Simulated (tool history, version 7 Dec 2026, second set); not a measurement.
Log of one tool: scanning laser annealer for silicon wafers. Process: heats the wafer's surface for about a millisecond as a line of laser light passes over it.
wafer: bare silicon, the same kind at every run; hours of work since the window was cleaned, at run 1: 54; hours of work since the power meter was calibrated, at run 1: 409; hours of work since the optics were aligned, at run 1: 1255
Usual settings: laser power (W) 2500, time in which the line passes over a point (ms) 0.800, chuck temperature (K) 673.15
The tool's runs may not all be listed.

run	day	laser power (W)	time in which the line passes over a point (ms)	chuck temperature (K)	hours of work since the window was cleaned	hours of work since the power meter was calibrated	hours of work since the optics were aligned	highest temperature of the surface (K)
1	0.000	2500	0.800	673.15	54	409	1255	1388.15
2	1.867	2500	0.800	673.15	87	442	1288	1381.15
3	4.608	2500	0.800	673.15	136	490	1336	1376.15
4	7.400	2500	0.800	673.15	185	540	1386	1368.15
5	8.929	2139	0.800	673.15	212	567	1413	1242.15
6	11.042	2139	0.800	673.15	250	604	1450	1238.15
7	13.454	2139	0.800	673.15	292	647	1493	1236.15
8	14.762	2139	0.800	673.15	315	670	1516	1229.15
# day 16.271: window over the wafer cleaned
9	16.667	2139	0.800	673.15	7	702	1548	1202.15
10	19.642	2139	0.800	673.15	60	755	1601	1193.15
# day 20.975: window over the wafer cleaned, once more
11	21.017	2500	0.800	646.15	1	778	1624	1370.15
12	23.162	2500	0.800	673.15	39	816	1662	1393.15
13	25.500	2500	0.800	673.15	80	857	1703	1389.15

Forecast run 14:
# day 25.858: optics aligned, line set to its width
14	27.312	2728	0.677	687.15	108	885	26	?

Run 14 gave highest temperature of the surface (K) 1443.15.
Without the tool's hidden state the same run would have given highest temperature of the surface (K) 1455.15.
